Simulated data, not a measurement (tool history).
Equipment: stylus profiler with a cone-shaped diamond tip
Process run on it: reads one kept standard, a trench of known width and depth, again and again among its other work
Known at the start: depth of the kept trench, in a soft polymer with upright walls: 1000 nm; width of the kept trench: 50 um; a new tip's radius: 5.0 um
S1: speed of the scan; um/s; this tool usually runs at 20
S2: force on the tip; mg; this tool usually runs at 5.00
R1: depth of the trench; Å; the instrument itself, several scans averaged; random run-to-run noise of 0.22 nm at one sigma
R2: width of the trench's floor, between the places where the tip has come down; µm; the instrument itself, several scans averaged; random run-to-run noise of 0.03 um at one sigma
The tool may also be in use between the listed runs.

Run 1, hour 0.0: usual settings. Result: R1 10176.4 Å, R2 43.87 µm.
Run 2, hour 9.3: usual settings but S2 13.05 mg. Result: R1 10344.0 Å, R2 43.83 µm.
Run 3, hour 23.7: usual settings but S2 13.05 mg. Result: R1 10341.6 Å, R2 43.84 µm.
Run 4, hour 33.8: usual settings but S2 7.37 mg. Result: R1 10230.5 Å, R2 43.78 µm.
Run 5, hour 40.1: usual settings but S2 7.37 mg. Result: R1 10233.8 Å, R2 43.77 µm.
Run 6, hour 50.6: usual settings. Result: R1 10178.2 Å, R2 43.78 µm.
Run 7, hour 60.4: usual settings. Result: R1 10183.0 Å, R2 43.78 µm.
Run 8, hour 66.8: usual settings. Result: R1 10177.8 Å, R2 43.72 µm.
Run 9, hour 78.9: usual settings. Result: R1 10183.1 Å, R2 43.75 µm.
Run 10, hour 93.2: usual settings but S2 1.88 mg. Result: R1 10090.7 Å, R2 43.69 µm.
Run 11, hour 102.4: usual settings but S1 23 um/s. Result: R1 10180.1 Å, R2 43.73 µm.
Run 12, hour 117.9: usual settings but S1 23 um/s. Result: R1 10179.4 Å, R2 43.66 µm.
Run 13, hour 133.0: usual settings but S1 23 um/s. Result: R1 10181.3 Å, R2 43.63 µm.
Run 14, hour 140.7: usual settings but S1 10 um/s. Result: R1 10182.5 Å, R2 43.69 µm.
Run 15, hour 150.7: usual settings but S2 1.88 mg. Result: R1 10093.8 Å, R2 43.58 µm.
Run 16, hour 165.1: usual settings but S2 3.85 mg. Result: R1 10152.9 Å, R2 43.59 µm.
Run 17, hour 175.4: usual settings but S1 58 um/s. Result: R1 10181.1 Å, R2 43.50 µm.
Run 18, hour 185.7: usual settings but S1 58 um/s. Result: R1 10178.7 Å, R2 43.49 µm.
Run 19, hour 194.4: usual settings but S1 13 um/s. Result: R1 10184.8 Å, R2 43.61 µm.
Run 20, hour 209.8: usual settings but S1 13 um/s, S2 3.74 mg. Result: R1 10149.3 Å, R2 43.57 µm.
Run 21, hour 221.6: usual settings but S2 2.69 mg. Result: R1 10121.6 Å, R2 43.53 µm.
Run 22, hour 229.5: usual settings but S1 32 um/s, S2 13.15 mg. Result: R1 10348.3 Å, R2 43.56 µm.
Run 23, hour 237.8: usual settings but S1 17 um/s, S2 14.77 mg. Result: R1 10374.9 Å, R2 43.57 µm.
Run 24, hour 250.9: usual settings but S1 18 um/s, S2 7.89 mg. Result: R1 10250.0 Å, R2 43.46 µm.
Run 25, hour 265.4: usual settings but S1 18 um/s, S2 2.06 mg. Result: R1 10104.0 Å, R2 43.51 µm.
Run 26, hour 272.1: usual settings but S1 18 um/s, S2 2.06 mg. Result: R1 10103.5 Å, R2 43.41 µm.
Run 27, hour 286.0: usual settings but S1 13 um/s, S2 7.08 mg. Result: R1 10230.9 Å, R2 43.48 µm.
Run 28, hour 300.0: usual settings but S1 57 um/s, S2 4.53 mg. Result: R1 10169.3 Å, R2 43.31 µm.
Run 29, hour 312.2: usual settings but S1 57 um/s, S2 4.53 mg. Result: R1 10172.7 Å, R2 43.33 µm.
Run 30, hour 324.6: usual settings but S1 57 um/s, S2 4.53 mg. Result: R1 10176.5 Å, R2 43.29 µm.
Run 31, hour 338.7: usual settings but S1 57 um/s, S2 4.53 mg. Result: R1 10171.8 Å, R2 43.28 µm.
Run 32, hour 354.2: usual settings but S1 11 um/s, S2 3.19 mg. Result: R1 10136.8 Å, R2 43.43 µm.
Run 33, hour 363.7: usual settings but S2 3.19 mg. Result: R1 10140.2 Å, R2 43.35 µm.
Run 34, hour 376.6: usual settings but S2 3.19 mg. Result: R1 10135.8 Å, R2 43.29 µm.
Run 35, hour 388.1: usual settings but S2 3.19 mg. Result: R1 10135.6 Å, R2 43.32 µm.
Run 36, hour 403.5: usual settings but S2 3.19 mg. Result: R1 10136.5 Å, R2 43.31 µm.
Run 37, hour 410.6: usual settings but S2 3.19 mg. Result: R1 10140.8 Å, R2 43.27 µm.
Run 38, hour 425.0: usual settings but S2 3.19 mg. Result: R1 10139.0 Å, R2 43.28 µm.

How would selected steps in R1 from run to run divide? Give the signed amount a tool lacking its hidden state would still show from settings, what came in and random variation, and the signed amount left for the hidden state, including any gauge scatter that is not in both of the compared results.
What the log doesn't record here: radius of the tip, um; height scale over the true one, %; drift of the gauge itself on depth_nm, %; drift of the gauge itself on floor_um, %.
Run 1 -> 2: S2 5.00 -> 13.05. R1 +167.6 Å: hidden state +0.1, all else +167.5.
Run 2 -> 3: no setting touched and nothing written in the log between the runs. R1 -2.4 Å: hidden state +0.3, all else -2.7.
Run 9 -> 10: S2 5.00 -> 1.88. R1 -92.4 Å: hidden state +0.4, all else -92.8.
Run 21 -> 22: S1 20 -> 32, S2 2.69 -> 13.15. R1 +226.7 Å: hidden state +0.2, all else +226.5.
Run 24 -> 25: S2 7.89 -> 2.06. R1 -146.0 Å: hidden state +0.2, all else -146.2.
Run 31 -> 32: S1 57 -> 11, S2 4.53 -> 3.19. R1 -35.0 Å: hidden state +0.4, all else -35.4.

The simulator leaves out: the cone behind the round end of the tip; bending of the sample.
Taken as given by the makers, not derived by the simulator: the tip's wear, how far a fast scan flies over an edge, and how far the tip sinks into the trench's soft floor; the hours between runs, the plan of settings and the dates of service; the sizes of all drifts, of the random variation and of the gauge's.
